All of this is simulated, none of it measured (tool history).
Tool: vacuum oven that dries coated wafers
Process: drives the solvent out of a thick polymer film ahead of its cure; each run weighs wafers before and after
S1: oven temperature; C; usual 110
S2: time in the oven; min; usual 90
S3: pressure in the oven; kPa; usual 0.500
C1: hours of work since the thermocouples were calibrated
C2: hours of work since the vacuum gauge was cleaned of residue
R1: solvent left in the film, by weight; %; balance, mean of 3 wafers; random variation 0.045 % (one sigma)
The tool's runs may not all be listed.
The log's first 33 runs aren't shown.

run	hour	S1	S2	S3	C1	C2	R1
34	1837.9	97	85	0.676	111	1303	4.13
35	1887.8	97	85	0.676	140	1333	4.15
36	1933.2	97	85	0.676	167	1359	4.18
37	1978.4	106	66	0.500	194	1386	3.62
38	2036.0	110	50	0.405	228	1421	4.11
39	2075.2	120	48	0.500	252	1444	2.70
40	2112.0	115	57	1.630	274	1466	3.12
41	2186.4	115	57	1.630	318	1510	3.12
42	2265.0	115	57	1.630	364	1556	3.16
# hour 2304.7: vacuum gauge cleaned of residue and calibrated
43	2346.4	120	90	0.731	412	25	0.74
44	2417.8	121	91	1.583	454	67	0.93
45	2478.1	121	91	1.583	490	103	0.95
46	2551.2	97	53	0.335	533	146	6.33

5 ways to go on from here, each from the tool as it stands after run 46. What would each give?
A	2626.1	97	116	0.335	578	191	?
B	2626.1	120	92	0.868	578	191	?
C	2626.1	97	69	0.318	578	191	?
D	2626.1	110	90	1.364	578	191	?
E	2626.1	98	53	0.976	578	191	?

run	R1
A	2.45
B	0.80
C	4.90
D	1.90
E	6.32
Without the tool's hidden state the same runs would have given:
run	R1
A	2.33
B	0.75
C	4.77
D	1.81
E	6.19
